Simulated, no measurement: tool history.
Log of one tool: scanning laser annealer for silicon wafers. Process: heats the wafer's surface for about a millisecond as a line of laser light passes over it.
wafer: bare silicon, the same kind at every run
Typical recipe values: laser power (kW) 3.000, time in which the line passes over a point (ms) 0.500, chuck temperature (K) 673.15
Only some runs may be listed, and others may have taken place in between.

run    hour  laser power (kW)  time in which the line passes over a point (ms)  chuck temperature (K)  highest temperature of the surface (K)
  1     0.0             3.000                                            0.500                 673.15                                 1399.15
  2    60.5             3.000                                            0.500                 655.15                                 1381.15
  3   120.5             3.000                                            0.500                 655.15                                 1383.15
  4   159.6             3.000                                            0.500                 673.15                                 1396.15
  5   222.8             3.038                                            0.500                 673.15                                 1407.15
  6   268.7             3.000                                            0.500                 673.15                                 1400.15
  7   322.9             3.000                                            0.500                 673.15                                 1403.15
  8   393.4             3.000                                            0.500                 673.15                                 1399.15
  9   438.8             3.000                                            0.500                 673.15                                 1400.15
 10   492.5             3.000                                            0.500                 673.15                                 1400.15
 11   554.5             3.000                                            0.500                 673.15                                 1400.15
 12   611.7             3.000                                            0.500                 673.15                                 1401.15
 13   664.3             3.000                                            0.500                 673.15                                 1400.15
 14   701.7             3.000                                            0.500                 673.15                                 1402.15
 15   775.2             3.000                                            0.500                 673.15                                 1398.15
 16   821.7             3.000                                            0.500                 673.15                                 1395.15
 17   877.4             3.000                                            0.500                 673.15                                 1398.15
 18   926.4             3.000                                            0.500                 673.15                                 1400.15
 19   962.9             3.057                                            0.500                 673.15                                 1415.15
 20  1015.8             3.000                                            0.500                 673.15                                 1401.15
 21  1080.9             3.000                                            0.546                 711.15                                 1470.15
 22  1140.5             3.000                                            0.437                 667.15                                 1357.15
 23  1183.5             2.972                                            0.619                 639.15                                 1428.15
 24  1224.7             3.036                                            0.550                 694.15                                 1463.15
 25  1256.3             3.036                                            0.550                 694.15                                 1460.15
 26  1291.7             3.080                                            0.610                 708.15                                 1521.15
 27  1346.6             3.119                                            0.503                 649.15                                 1407.15
 28  1422.5             3.153                                            0.367                 635.15                                 1303.15
 29  1453.7             2.916                                            0.386                 701.15                                 1329.15
 30  1535.3             3.000                                            0.500                 658.15                                 1383.15
 31  1584.2             2.755                                            0.569                 675.15                                 1380.15
 32  1651.3             3.000                                            0.376                 677.15                                 1319.15
 33  1693.9             2.740                                            0.389                 696.15                                 1291.15
 34  1748.4             2.740                                            0.389                 696.15                                 1290.15
 35  1786.7             2.950                                            0.547                 711.15                                 1453.15
 36  1852.7             2.728                                            0.569                 689.15                                 1387.15
 37  1908.7             2.728                                            0.569                 689.15                                 1388.15
 38  1976.4             2.728                                            0.569                 689.15                                 1386.15
 39  2050.1             2.728                                            0.569                 689.15                                 1384.15
 40  2109.3             2.728                                            0.569                 689.15                                 1388.15

Between the runs listed above, the log contained 3 entries, not reproduced here. Where in the sequence does each belong, and how does what the log doesn't record of the tool's condition differ from the listed run before to the listed run after?
After run 17, before run 18: window over the wafer cleaned (hour 926.4)
  light that passes the window, % of a clean one's: 99.91 -> 99.99
After run 29, before run 30: optics aligned, line set to its width (hour 1498.0)
  width of the line over the set one, %: 0.07 -> 0.01
After run 39, before run 40: window over the wafer cleaned (hour 2074.3)
  light that passes the window, % of a clean one's: 99.91 -> 100

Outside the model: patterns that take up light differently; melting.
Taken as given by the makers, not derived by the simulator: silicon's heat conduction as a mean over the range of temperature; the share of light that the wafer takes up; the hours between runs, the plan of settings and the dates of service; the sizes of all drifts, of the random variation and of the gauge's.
